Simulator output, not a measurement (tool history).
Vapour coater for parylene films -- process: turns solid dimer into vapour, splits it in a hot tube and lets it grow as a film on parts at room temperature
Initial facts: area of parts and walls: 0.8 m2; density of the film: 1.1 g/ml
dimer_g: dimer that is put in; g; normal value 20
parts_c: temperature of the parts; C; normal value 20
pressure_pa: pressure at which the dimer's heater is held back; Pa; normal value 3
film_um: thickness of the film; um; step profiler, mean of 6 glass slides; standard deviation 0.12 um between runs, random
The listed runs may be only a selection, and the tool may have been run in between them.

{"run": 1, "day": 0.0, "dimer_g": 20, "parts_c": 20, "pressure_pa": 3, "film_um": 13.49}
{"run": 2, "day": 1.317, "dimer_g": 20, "parts_c": 22, "pressure_pa": 3, "film_um": 12.4}
{"run": 3, "day": 2.129, "dimer_g": 20, "parts_c": 20, "pressure_pa": 3.51, "film_um": 13.26}
{"run": 4, "day": 2.829, "dimer_g": 20, "parts_c": 20, "pressure_pa": 5.88, "film_um": 12.88}
{"run": 5, "day": 3.704, "dimer_g": 20, "parts_c": 20, "pressure_pa": 8.08, "film_um": 12.61}
{"run": 6, "day": 4.817, "dimer_g": 20, "parts_c": 20, "pressure_pa": 8.08, "film_um": 12.33}
{"run": 7, "day": 5.638, "dimer_g": 20, "parts_c": 20, "pressure_pa": 8.08, "film_um": 12.33}
{"day": 5.875, "done": "trap's valve overhauled"}
{"run": 8, "day": 6.658, "dimer_g": 20, "parts_c": 20, "pressure_pa": 8.08, "film_um": 13.54}
{"run": 9, "day": 7.683, "dimer_g": 20, "parts_c": 20, "pressure_pa": 8.08, "film_um": 13.47}
{"run": 10, "day": 8.721, "dimer_g": 20, "parts_c": 20, "pressure_pa": 8.08, "film_um": 13.37}
{"run": 11, "day": 9.658, "dimer_g": 20, "parts_c": 20, "pressure_pa": 8.08, "film_um": 13.31}
{"run": 12, "day": 10.729, "dimer_g": 20, "parts_c": 20, "pressure_pa": 8.08, "film_um": 13.35}
{"run": 13, "day": 11.938, "dimer_g": 20, "parts_c": 20, "pressure_pa": 8.08, "film_um": 13.42}
{"run": 14, "day": 12.854, "dimer_g": 20, "parts_c": 20, "pressure_pa": 8.08, "film_um": 13.36}
{"run": 15, "day": 13.729, "dimer_g": 20, "parts_c": 32, "pressure_pa": 3, "film_um": 9.16}
{"run": 16, "day": 15.05, "dimer_g": 20, "parts_c": 26, "pressure_pa": 3, "film_um": 11.29}
{"run": 17, "day": 15.696, "dimer_g": 20, "parts_c": 26, "pressure_pa": 3, "film_um": 11.39}
{"run": 18, "day": 16.604, "dimer_g": 20, "parts_c": 26, "pressure_pa": 3, "film_um": 11.37}
{"run": 19, "day": 17.617, "dimer_g": 10, "parts_c": 22, "pressure_pa": 6.46, "film_um": 6.26}
{"run": 20, "day": 18.433, "dimer_g": 20, "parts_c": 20, "pressure_pa": 5.81, "film_um": 13.36}
{"run": 21, "day": 19.883, "dimer_g": 32, "parts_c": 20, "pressure_pa": 7.44, "film_um": 21.04}
{"run": 22, "day": 20.562, "dimer_g": 32, "parts_c": 20, "pressure_pa": 7.44, "film_um": 20.98}
{"run": 23, "day": 22.0, "dimer_g": 20, "parts_c": 14, "pressure_pa": 7.44, "film_um": 16.17}
{"run": 24, "day": 23.312, "dimer_g": 11, "parts_c": 14, "pressure_pa": 5.68, "film_um": 8.91}
{"run": 25, "day": 24.588, "dimer_g": 11, "parts_c": 20, "pressure_pa": 3.74, "film_um": 7.52}
{"run": 26, "day": 26.096, "dimer_g": 32, "parts_c": 27, "pressure_pa": 7.11, "film_um": 15.98}
{"run": 27, "day": 26.896, "dimer_g": 32, "parts_c": 14, "pressure_pa": 3.91, "film_um": 26.37}
{"run": 28, "day": 28.433, "dimer_g": 11, "parts_c": 27, "pressure_pa": 4.74, "film_um": 5.64}
{"run": 29, "day": 29.542, "dimer_g": 11, "parts_c": 27, "pressure_pa": 4.74, "film_um": 5.68}
{"run": 30, "day": 30.338, "dimer_g": 30, "parts_c": 27, "pressure_pa": 3.15, "film_um": 15.47}
{"run": 31, "day": 31.762, "dimer_g": 27, "parts_c": 25, "pressure_pa": 3.15, "film_um": 15.25}
{"run": 32, "day": 32.588, "dimer_g": 33, "parts_c": 14, "pressure_pa": 8.37, "film_um": 25.63}
{"run": 33, "day": 33.342, "dimer_g": 31, "parts_c": 20, "pressure_pa": 3.57, "film_um": 20.47}

Below, some changes in film_um between adjacent runs. For each, the amount present without the hidden state too (settings, incoming material, random variation) and the amount remaining for the hidden state with gauge scatter not shared by both compared results:
The hidden state here: vapour lost through the trap's worn valve, %; true temperature of the parts over the reading, C; drift of the gauge itself on film_um, %.
Run 7 -> 8: trap's valve overhauled. film_um +1.21 um: hidden state +1.13, all else +0.08.
Run 26 -> 27: parts_c 27 -> 14, pressure_pa 7.11 -> 3.91. film_um +10.39 um: hidden state -0.9, all else +11.29.
Run 27 -> 28: dimer_g 32 -> 11, parts_c 14 -> 27, pressure_pa 3.91 -> 4.74. film_um -20.73 um: hidden state +1.67, all else -22.4.
Run 31 -> 32: dimer_g 27 -> 33, parts_c 25 -> 14, pressure_pa 3.15 -> 8.37. film_um +10.38 um: hidden state -1.07, all else +11.45.
